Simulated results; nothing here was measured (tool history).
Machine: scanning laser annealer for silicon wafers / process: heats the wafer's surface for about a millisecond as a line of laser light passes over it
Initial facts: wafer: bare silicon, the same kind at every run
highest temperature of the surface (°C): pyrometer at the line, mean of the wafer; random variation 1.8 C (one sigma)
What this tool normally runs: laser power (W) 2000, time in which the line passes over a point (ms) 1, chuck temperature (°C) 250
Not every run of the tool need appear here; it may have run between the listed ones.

run	day	laser power (W)	time in which the line passes over a point (ms)	chuck temperature (°C)	highest temperature of the surface (°C)
1	0	2000	1	250	1018
2	0.762	2000	1	250	1018
3	1.867	2000	1	213	978
4	2.567	2000	1	213	980
5	3.308	2000	1	213	981
6	4.179	2000	1	213	978
7	4.958	2000	0.84	250	961
8	6.592	2000	0.84	250	961
9	8.112	2000	0.84	250	957
10	8.796	2000	0.84	250	956
11	9.704	2000	0.84	250	957
12	11.083	2000	0.84	250	955
13	12.279	2000	0.84	250	955
14	13.238	2000	0.84	250	956
15	14.575	2000	0.84	250	954
16	15.588	2061	1.1	228	1045
17	17.125	1804	1	262	941
18	18.096	1949	0.94	264	979
19	19.438	1778	0.96	253	909
20	20.642	2055	1.01	222	1006
21	21.821	1879	1	271	978
22	22.979	1879	1	271	978
23	23.908	1808	0.8	234	846
# day 25.425: window over the wafer cleaned
24	25.671	2125	0.95	240	1049
25	26.812	1822	1.02	249	959
26	27.933	1822	1.02	249	956

Run 27, settings as shown, results not yet in. Your forecast:
27	29.129	2000	0.98	252	?

Run 27 measured highest temperature of the surface (°C) 1020.
Take away the tool's hidden state, keep the run-to-run variation as it was, and the same run would have given highest temperature of the surface (°C) 1027.

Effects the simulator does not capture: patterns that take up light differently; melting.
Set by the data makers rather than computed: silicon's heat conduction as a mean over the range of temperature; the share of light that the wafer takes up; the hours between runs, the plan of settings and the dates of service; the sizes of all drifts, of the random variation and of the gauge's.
